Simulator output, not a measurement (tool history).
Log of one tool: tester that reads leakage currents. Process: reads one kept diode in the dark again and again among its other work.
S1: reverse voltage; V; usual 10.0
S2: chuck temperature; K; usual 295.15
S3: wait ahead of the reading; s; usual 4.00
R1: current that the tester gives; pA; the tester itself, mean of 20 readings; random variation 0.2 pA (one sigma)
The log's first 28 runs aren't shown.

run    hour   S1      S2    S3       R1
 29  1291.0  6.4  304.15  2.33   113.25
 30  1335.9  6.4  304.15  2.33   112.85
 31  1368.5  1.3  310.15  2.33    91.94
 32  1397.3  1.2  330.15  0.35   454.79
 33  1451.6  1.2  330.15  0.35   451.67
 34  1496.7  6.6  330.15  0.35   918.97
 35  1555.0  3.1  295.15  0.30    39.60
     1590.1  -- chuck's temperature calibrated
 36  1606.1  2.7  295.15  0.78    41.65
 37  1668.5  4.0  324.15  0.75   542.25
 38  1709.9  5.3  300.15  4.31    84.80
 39  1768.8  5.3  333.15  2.01  1200.90

3 ways to go on from here, each from the tool as it stands after run 39. What would each give?
  A  1810.4   2.1  333.15  9.73   ?
  B  1810.4   4.5  326.15  0.87   ?
  C  1810.4  13.7  320.15  1.29   ?

run      R1
  A  813.95
  B  654.20
  C  656.16
Without the tool's hidden state the same runs would have given:
run      R1
  A  854.19
  B  682.52
  C  668.59
